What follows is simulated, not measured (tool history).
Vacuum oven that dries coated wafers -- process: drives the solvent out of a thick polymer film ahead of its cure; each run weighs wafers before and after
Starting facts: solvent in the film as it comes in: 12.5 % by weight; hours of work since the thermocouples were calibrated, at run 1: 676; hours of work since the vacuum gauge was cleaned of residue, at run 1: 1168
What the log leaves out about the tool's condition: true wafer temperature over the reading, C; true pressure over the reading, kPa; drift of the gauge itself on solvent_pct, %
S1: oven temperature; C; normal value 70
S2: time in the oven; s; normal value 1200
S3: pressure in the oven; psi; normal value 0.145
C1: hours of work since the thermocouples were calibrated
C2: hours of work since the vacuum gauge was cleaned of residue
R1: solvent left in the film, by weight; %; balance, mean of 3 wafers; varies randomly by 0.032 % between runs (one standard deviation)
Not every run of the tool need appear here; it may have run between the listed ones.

run,hour,S1,S2,S3,C1,C2,R1
1,0,70,1200,0.145,676,1168,2.04
2,65.9,70,1200,0.145,728,1220,1.97
3,109.5,70,780,0.145,763,1255,3.24
4,173.2,69,1200,0.145,813,1305,2.21
5,222.6,69,1200,0.145,853,1345,2.16
6,282.5,69,1200,0.145,900,1392,2.21
7,323.1,70,1200,0.145,932,1425,2.13
8,374.8,78,1500,0.302,973,1466,1.21
9,408.5,71,1860,0.271,1000,1492,1.64
10,456.9,71,1860,0.271,1039,1531,1.61
11,488.3,71,1860,0.271,1064,1556,1.64
12,545.2,72,1320,0.155,1109,1601,1.54
13,604.9,57,1200,0.125,1156,1649,4.68
# hour 665.6: oven's thermocouples calibrated
14,667.7,57,1200,0.125,2,1697,5.05

A few steps of R1 between consecutive runs. Split each: what settings, incoming material and random variation would produce without the hidden state, and what is left over for the hidden state, along with gauge scatter present in only one of the two compared results (measured, and without hidden state):
Run 12 -> 13: S1 72 -> 57, S2 1320 -> 1200, S3 0.155 -> 0.125. R1 +3.14 %: hidden state -0.02, all else +3.16.
Run 13 -> 14: oven's thermocouples calibrated. R1 +0.37 %: hidden state +0.37, all else +0.
